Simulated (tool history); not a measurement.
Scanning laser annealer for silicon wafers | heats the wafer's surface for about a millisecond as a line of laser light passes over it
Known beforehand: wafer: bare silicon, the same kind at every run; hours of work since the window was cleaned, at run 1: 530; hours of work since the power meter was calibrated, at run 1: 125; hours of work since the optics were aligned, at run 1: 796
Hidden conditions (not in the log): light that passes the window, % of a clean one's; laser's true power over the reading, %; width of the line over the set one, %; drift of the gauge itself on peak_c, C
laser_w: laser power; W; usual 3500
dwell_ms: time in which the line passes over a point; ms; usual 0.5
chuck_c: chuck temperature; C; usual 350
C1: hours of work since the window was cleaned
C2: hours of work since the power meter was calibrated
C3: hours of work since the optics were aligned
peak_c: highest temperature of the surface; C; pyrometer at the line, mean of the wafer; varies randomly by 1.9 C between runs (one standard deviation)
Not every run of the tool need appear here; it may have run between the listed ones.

{"run": 1, "hour": 0.0, "laser_w": 3500, "dwell_ms": 0.5, "chuck_c": 350, "C1": 530, "C2": 125, "C3": 796, "peak_c": 1059}
{"run": 2, "hour": 14.1, "laser_w": 3500, "dwell_ms": 0.523, "chuck_c": 350, "C1": 539, "C2": 134, "C3": 806, "peak_c": 1079}
{"run": 3, "hour": 30.7, "laser_w": 3500, "dwell_ms": 0.5, "chuck_c": 350, "C1": 550, "C2": 146, "C3": 817, "peak_c": 1064}
{"run": 4, "hour": 44.9, "laser_w": 3500, "dwell_ms": 0.5, "chuck_c": 350, "C1": 560, "C2": 155, "C3": 826, "peak_c": 1059}
{"run": 5, "hour": 57.0, "laser_w": 3500, "dwell_ms": 0.5, "chuck_c": 350, "C1": 568, "C2": 163, "C3": 835, "peak_c": 1058}
{"run": 6, "hour": 74.1, "laser_w": 3377, "dwell_ms": 0.5, "chuck_c": 350, "C1": 580, "C2": 175, "C3": 846, "peak_c": 1026}
{"run": 7, "hour": 81.9, "laser_w": 3377, "dwell_ms": 0.5, "chuck_c": 350, "C1": 585, "C2": 180, "C3": 851, "peak_c": 1027}
{"run": 8, "hour": 88.9, "laser_w": 3500, "dwell_ms": 0.5, "chuck_c": 350, "C1": 590, "C2": 185, "C3": 856, "peak_c": 1056}
{"run": 9, "hour": 99.9, "laser_w": 3292, "dwell_ms": 0.5, "chuck_c": 350, "C1": 597, "C2": 192, "C3": 864, "peak_c": 1008}
{"run": 10, "hour": 107.6, "laser_w": 3500, "dwell_ms": 0.5, "chuck_c": 350, "C1": 602, "C2": 198, "C3": 869, "peak_c": 1057}
{"run": 11, "hour": 120.2, "laser_w": 3500, "dwell_ms": 0.5, "chuck_c": 350, "C1": 611, "C2": 206, "C3": 877, "peak_c": 1056}
{"run": 12, "hour": 127.2, "laser_w": 3500, "dwell_ms": 0.5, "chuck_c": 350, "C1": 616, "C2": 211, "C3": 882, "peak_c": 1059}
{"run": 13, "hour": 135.6, "laser_w": 3445, "dwell_ms": 0.5, "chuck_c": 350, "C1": 621, "C2": 216, "C3": 888, "peak_c": 1041}
{"run": 14, "hour": 151.0, "laser_w": 3445, "dwell_ms": 0.5, "chuck_c": 350, "C1": 632, "C2": 227, "C3": 898, "peak_c": 1042}
{"run": 15, "hour": 167.8, "laser_w": 3500, "dwell_ms": 0.5, "chuck_c": 350, "C1": 643, "C2": 238, "C3": 909, "peak_c": 1055}
{"run": 16, "hour": 175.0, "laser_w": 3500, "dwell_ms": 0.5, "chuck_c": 350, "C1": 648, "C2": 243, "C3": 914, "peak_c": 1051}
{"run": 17, "hour": 188.5, "laser_w": 3500, "dwell_ms": 0.409, "chuck_c": 350, "C1": 657, "C2": 252, "C3": 923, "peak_c": 981}
{"run": 18, "hour": 200.4, "laser_w": 3500, "dwell_ms": 0.409, "chuck_c": 350, "C1": 665, "C2": 260, "C3": 931, "peak_c": 979}
{"run": 19, "hour": 209.2, "laser_w": 3500, "dwell_ms": 0.409, "chuck_c": 368, "C1": 671, "C2": 266, "C3": 937, "peak_c": 995}
{"run": 20, "hour": 225.2, "laser_w": 3500, "dwell_ms": 0.409, "chuck_c": 338, "C1": 682, "C2": 277, "C3": 948, "peak_c": 966}
{"run": 21, "hour": 235.1, "laser_w": 3500, "dwell_ms": 0.581, "chuck_c": 354, "C1": 688, "C2": 284, "C3": 955, "peak_c": 1118}
{"run": 22, "hour": 250.2, "laser_w": 3681, "dwell_ms": 0.529, "chuck_c": 359, "C1": 699, "C2": 294, "C3": 965, "peak_c": 1126}
{"run": 23, "hour": 263.3, "laser_w": 3681, "dwell_ms": 0.529, "chuck_c": 359, "C1": 708, "C2": 303, "C3": 974, "peak_c": 1129}
{"run": 24, "hour": 270.6, "laser_w": 3681, "dwell_ms": 0.529, "chuck_c": 359, "C1": 712, "C2": 308, "C3": 979, "peak_c": 1129}
{"run": 25, "hour": 286.2, "laser_w": 3075, "dwell_ms": 0.529, "chuck_c": 359, "C1": 723, "C2": 318, "C3": 990, "peak_c": 979}
{"run": 26, "hour": 297.7, "laser_w": 3077, "dwell_ms": 0.353, "chuck_c": 312, "C1": 731, "C2": 326, "C3": 997, "peak_c": 807}
{"run": 27, "hour": 306.4, "laser_w": 3077, "dwell_ms": 0.353, "chuck_c": 312, "C1": 737, "C2": 332, "C3": 1003, "peak_c": 802}
{"run": 28, "hour": 321.8, "laser_w": 3287, "dwell_ms": 0.595, "chuck_c": 381, "C1": 747, "C2": 342, "C3": 1014, "peak_c": 1097}
{"run": 29, "hour": 335.3, "laser_w": 3807, "dwell_ms": 0.387, "chuck_c": 349, "C1": 756, "C2": 351, "C3": 1023, "peak_c": 1016}
{"run": 30, "hour": 351.3, "laser_w": 3793, "dwell_ms": 0.373, "chuck_c": 353, "C1": 767, "C2": 362, "C3": 1034, "peak_c": 1005}
{"run": 31, "hour": 364.7, "laser_w": 3500, "dwell_ms": 0.5, "chuck_c": 351, "C1": 776, "C2": 371, "C3": 1043, "peak_c": 1049}
{"run": 32, "hour": 373.2, "laser_w": 3500, "dwell_ms": 0.454, "chuck_c": 350, "C1": 782, "C2": 377, "C3": 1048, "peak_c": 1011}
{"run": 33, "hour": 385.5, "laser_w": 3366, "dwell_ms": 0.5, "chuck_c": 388, "C1": 790, "C2": 385, "C3": 1057, "peak_c": 1051}
{"run": 34, "hour": 397.8, "laser_w": 3053, "dwell_ms": 0.418, "chuck_c": 321, "C1": 798, "C2": 394, "C3": 1065, "peak_c": 857}
{"run": 35, "hour": 412.2, "laser_w": 3053, "dwell_ms": 0.418, "chuck_c": 321, "C1": 808, "C2": 403, "C3": 1075, "peak_c": 852}
{"run": 36, "hour": 424.5, "laser_w": 3474, "dwell_ms": 0.485, "chuck_c": 387, "C1": 816, "C2": 412, "C3": 1083, "peak_c": 1067}
{"run": 37, "hour": 441.5, "laser_w": 3643, "dwell_ms": 0.437, "chuck_c": 387, "C1": 828, "C2": 423, "C3": 1094, "peak_c": 1059}
{"run": 38, "hour": 451.8, "laser_w": 3595, "dwell_ms": 0.437, "chuck_c": 345, "C1": 835, "C2": 430, "C3": 1101, "peak_c": 1011}
{"run": 39, "hour": 467.3, "laser_w": 3595, "dwell_ms": 0.437, "chuck_c": 345, "C1": 845, "C2": 441, "C3": 1112, "peak_c": 1008}
{"run": 40, "hour": 474.3, "laser_w": 3122, "dwell_ms": 0.351, "chuck_c": 342, "C1": 850, "C2": 445, "C3": 1117, "peak_c": 837}

Alternative continuations, all from the tool just after run 40; predict every row:
{"run": "A", "hour": 482.0, "laser_w": 3122, "dwell_ms": 0.551, "chuck_c": 374, "C1": 855, "C2": 451, "C3": 1122, "peak_c": "?"}
{"run": "B", "hour": 482.0, "laser_w": 3450, "dwell_ms": 0.356, "chuck_c": 375, "C1": 855, "C2": 451, "C3": 1122, "peak_c": "?"}
{"run": "C", "hour": 482.0, "laser_w": 3122, "dwell_ms": 0.537, "chuck_c": 338, "C1": 855, "C2": 451, "C3": 1122, "peak_c": "?"}
{"run": "D", "hour": 482.0, "laser_w": 3639, "dwell_ms": 0.455, "chuck_c": 378, "C1": 855, "C2": 451, "C3": 1122, "peak_c": "?"}
{"run": "E", "hour": 482.0, "laser_w": 3504, "dwell_ms": 0.563, "chuck_c": 334, "C1": 855, "C2": 451, "C3": 1122, "peak_c": "?"}

run=A peak_c=1016
run=B peak_c=937
run=C peak_c=969
run=D peak_c=1068
run=E peak_c=1078
The same runs, with their run-to-run variation unchanged, on a tool lacking any hidden condition would have given:
run=A peak_c=1058
run=B peak_c=975
run=C peak_c=1011
run=D peak_c=1114
run=E peak_c=1127
